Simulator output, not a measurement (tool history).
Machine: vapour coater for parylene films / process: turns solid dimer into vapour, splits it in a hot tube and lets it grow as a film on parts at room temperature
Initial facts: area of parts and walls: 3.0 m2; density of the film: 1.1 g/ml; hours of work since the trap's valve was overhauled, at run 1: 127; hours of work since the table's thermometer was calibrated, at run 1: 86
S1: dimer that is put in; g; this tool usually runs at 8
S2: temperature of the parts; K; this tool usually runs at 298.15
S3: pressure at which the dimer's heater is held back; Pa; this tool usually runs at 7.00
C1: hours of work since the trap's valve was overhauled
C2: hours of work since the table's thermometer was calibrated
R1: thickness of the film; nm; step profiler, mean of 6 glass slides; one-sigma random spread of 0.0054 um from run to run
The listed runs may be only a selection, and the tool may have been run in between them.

run 1 day=0.000 | S1=8 S2=298.15 S3=7.00 | C1=127 C2=86 | R1=1691
run 2 day=0.438 | S1=6 S2=298.15 S3=7.00 | C1=131 C2=90 | R1=1262
run 3 day=1.012 | S1=8 S2=304.15 S3=7.00 | C1=137 C2=96 | R1=1536
run 4 day=1.429 | S1=8 S2=301.15 S3=7.00 | C1=141 C2=100 | R1=1605
run 5 day=2.033 | S1=8 S2=298.15 S3=7.00 | C1=147 C2=106 | R1=1687
run 6 day=2.725 | S1=8 S2=298.15 S3=7.00 | C1=153 C2=113 | R1=1682
run 7 day=3.279 | S1=8 S2=298.15 S3=7.00 | C1=159 C2=118 | R1=1683
run 8 day=3.900 | S1=8 S2=298.15 S3=7.00 | C1=165 C2=125 | R1=1693
run 9 day=4.592 | S1=8 S2=298.15 S3=7.00 | C1=172 C2=131 | R1=1683
run 10 day=5.175 | S1=8 S2=298.15 S3=2.25 | C1=177 C2=137 | R1=1904
run 11 day=5.833 | S1=8 S2=298.15 S3=6.61 | C1=184 C2=143 | R1=1709
run 12 day=6.250 | S1=5 S2=298.15 S3=7.00 | C1=188 C2=148 | R1=1062
run 13 day=6.979 | S1=8 S2=294.15 S3=7.00 | C1=195 C2=155 | R1=1816
run 14 day=7.312 | S1=8 S2=298.15 S3=7.00 | C1=198 C2=158 | R1=1704
run 15 day=7.638 | S1=8 S2=298.15 S3=7.00 | C1=202 C2=161 | R1=1707
run 16 day=8.196 | S1=8 S2=298.15 S3=7.00 | C1=207 C2=167 | R1=1706
run 17 day=8.833 | S1=8 S2=298.15 S3=7.00 | C1=213 C2=173 | R1=1705
run 18 day=9.325 | S1=8 S2=298.15 S3=7.00 | C1=218 C2=178 | R1=1706
run 19 day=9.638 | S1=8 S2=308.15 S3=7.00 | C1=221 C2=181 | R1=1471
run 20 day=10.200 | S1=4 S2=298.15 S3=7.00 | C1=227 C2=186 | R1=865
run 21 day=10.650 | S1=4 S2=298.15 S3=7.00 | C1=231 C2=191 | R1=846
run 22 day=11.379 | S1=4 S2=298.15 S3=7.00 | C1=238 C2=198 | R1=856
run 23 day=11.817 | S1=4 S2=298.15 S3=7.00 | C1=243 C2=202 | R1=857
run 24 day=12.317 | S1=8 S2=294.15 S3=6.49 | C1=248 C2=207 | R1=1838
run 25 day=12.883 | S1=8 S2=294.15 S3=11.01 | C1=253 C2=213 | R1=1750
run 26 day=13.300 | S1=8 S2=291.15 S3=7.00 | C1=257 C2=217 | R1=1907
run 27 day=13.725 | S1=8 S2=298.15 S3=2.39 | C1=261 C2=221 | R1=1916
run 28 day=14.117 | S1=8 S2=298.15 S3=2.39 | C1=265 C2=225 | R1=1920
run 29 day=14.846 | S1=13 S2=290.15 S3=11.06 | C1=272 C2=232 | R1=3015
-- day=15.471 gauge calibrated
run 30 day=15.529 | S1=14 S2=292.15 S3=5.08 | C1=279 C2=239 | R1=3324
run 31 day=15.962 | S1=14 S2=292.15 S3=5.08 | C1=283 C2=243 | R1=3319
run 32 day=16.667 | S1=5 S2=298.15 S3=7.00 | C1=290 C2=250 | R1=1060
run 33 day=17.079 | S1=6 S2=298.15 S3=7.00 | C1=294 C2=254 | R1=1260
run 34 day=17.433 | S1=8 S2=294.15 S3=3.05 | C1=298 C2=257 | R1=1943
run 35 day=18.042 | S1=8 S2=307.15 S3=6.87 | C1=304 C2=263 | R1=1477
run 36 day=18.483 | S1=4 S2=298.15 S3=5.13 | C1=308 C2=268 | R1=875
run 37 day=18.883 | S1=4 S2=298.15 S3=5.13 | C1=312 C2=272 | R1=877
run 38 day=19.517 | S1=8 S2=299.15 S3=2.98 | C1=318 C2=278 | R1=1817
run 39 day=19.842 | S1=6 S2=295.15 S3=7.00 | C1=322 C2=281 | R1=1325
run 40 day=20.304 | S1=6 S2=295.15 S3=7.00 | C1=326 C2=286 | R1=1326
run 41 day=20.779 | S1=6 S2=295.15 S3=7.00 | C1=331 C2=290 | R1=1336
run 42 day=21.162 | S1=11 S2=298.15 S3=6.78 | C1=335 C2=294 | R1=2323
run 43 day=21.779 | S1=11 S2=298.15 S3=6.78 | C1=341 C2=300 | R1=2338

3 options for the next run, each taken on its own from the tool as it stands now. Forecast them:
run A day=22.296 | S1=5 S2=294.15 S3=6.62 | C1=346 C2=305 | R1=?
run B day=22.296 | S1=10 S2=294.15 S3=8.83 | C1=346 C2=305 | R1=?
run C day=22.296 | S1=4 S2=298.15 S3=2.59 | C1=346 C2=305 | R1=?

run=A R1=1133
run=B R1=2200
run=C R1=941
Take away the tool's hidden state, keep each run's random variation, and the runs would have read:
run=A R1=1120
run=B R1=2175
run=C R1=930
